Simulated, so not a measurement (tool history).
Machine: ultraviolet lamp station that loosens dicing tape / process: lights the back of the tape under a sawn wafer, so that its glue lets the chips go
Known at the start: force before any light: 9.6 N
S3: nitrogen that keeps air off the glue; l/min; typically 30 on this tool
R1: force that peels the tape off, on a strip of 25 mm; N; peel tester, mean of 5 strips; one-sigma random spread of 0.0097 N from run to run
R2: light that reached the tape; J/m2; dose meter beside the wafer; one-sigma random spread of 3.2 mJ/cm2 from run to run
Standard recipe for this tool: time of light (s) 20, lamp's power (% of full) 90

{"run": 1, "hour": 0.0, "time of light (s)": 20, "lamp's power (% of full)": 90, "S3": 30, "R1": 0.689, "R2": 3970}
{"run": 2, "hour": 31.4, "time of light (s)": 20, "lamp's power (% of full)": 90, "S3": 11, "R1": 1.122, "R2": 3880}
{"run": 3, "hour": 62.1, "time of light (s)": 20, "lamp's power (% of full)": 90, "S3": 11, "R1": 1.211, "R2": 3800}
{"run": 4, "hour": 91.5, "time of light (s)": 20, "lamp's power (% of full)": 90, "S3": 11, "R1": 1.208, "R2": 3740}
{"run": 5, "hour": 114.0, "time of light (s)": 20, "lamp's power (% of full)": 88, "S3": 30, "R1": 0.819, "R2": 3590}
{"run": 6, "hour": 145.9, "time of light (s)": 20, "lamp's power (% of full)": 90, "S3": 30, "R1": 0.784, "R2": 3610}
{"run": 7, "hour": 182.8, "time of light (s)": 20, "lamp's power (% of full)": 90, "S3": 30, "R1": 0.868, "R2": 3560}
{"run": 8, "hour": 229.1, "time of light (s)": 20, "lamp's power (% of full)": 90, "S3": 30, "R1": 1.019, "R2": 3200}
{"run": 9, "hour": 271.0, "time of light (s)": 36, "lamp's power (% of full)": 90, "S3": 30, "R1": 0.366, "R2": 5600}
{"run": 10, "hour": 295.1, "time of light (s)": 36, "lamp's power (% of full)": 90, "S3": 30, "R1": 0.265, "R2": 7510}
{"run": 11, "hour": 319.9, "time of light (s)": 36, "lamp's power (% of full)": 90, "S3": 30, "R1": 0.277, "R2": 7380}
{"run": 12, "hour": 361.7, "time of light (s)": 36, "lamp's power (% of full)": 90, "S3": 30, "R1": 0.269, "R2": 7230}
{"run": 13, "hour": 391.3, "time of light (s)": 36, "lamp's power (% of full)": 90, "S3": 28, "R1": 0.287, "R2": 7060}
{"run": 14, "hour": 411.3, "time of light (s)": 12, "lamp's power (% of full)": 88, "S3": 21, "R1": 2.081, "R2": 2260}
{"run": 15, "hour": 443.5, "time of light (s)": 12, "lamp's power (% of full)": 88, "S3": 21, "R1": 2.159, "R2": 2240}
{"run": 16, "hour": 481.5, "time of light (s)": 12, "lamp's power (% of full)": 85, "S3": 30, "R1": 2.049, "R2": 2160}
{"run": 17, "hour": 502.7, "time of light (s)": 11, "lamp's power (% of full)": 85, "S3": 59, "R1": 1.953, "R2": 1920}
{"run": 18, "hour": 525.8, "time of light (s)": 20, "lamp's power (% of full)": 76, "S3": 15, "R1": 1.479, "R2": 3070}
{"run": 19, "hour": 571.5, "time of light (s)": 15, "lamp's power (% of full)": 76, "S3": 21, "R1": 2.178, "R2": 2250}
{"run": 20, "hour": 612.7, "time of light (s)": 15, "lamp's power (% of full)": 76, "S3": 21, "R1": 2.211, "R2": 2160}
{"run": 21, "hour": 638.1, "time of light (s)": 19, "lamp's power (% of full)": 76, "S3": 21, "R1": 1.543, "R2": 2720}

Put back what was entered between runs (2 entries, withheld): which listed runs does each sit between, and how does the hidden state differ from the listed run before to the listed run after?
Run 7 -> run 8: window cleaned of glue's vapour (hour 186.9)
  lamp's light, % of a new lamp's: 83.3 -> 82.7; light that the window lets through, % of a clean one's: 82.6 -> 75.5
  measured result minus the result with no hidden state, R1: +0.443 -> +0.605 N; R2: -1610 -> -1910 J/m2
Run 9 -> run 10: window cleaned of glue's vapour, once more (hour 283.2)
  lamp's light, % of a new lamp's: 82.1 -> 81.8; light that the window lets through, % of a clean one's: 73.9 -> 99
  measured result minus the result with no hidden state, R1: +0.114 -> +0.021 N; R2: -3630 -> -1770 J/m2
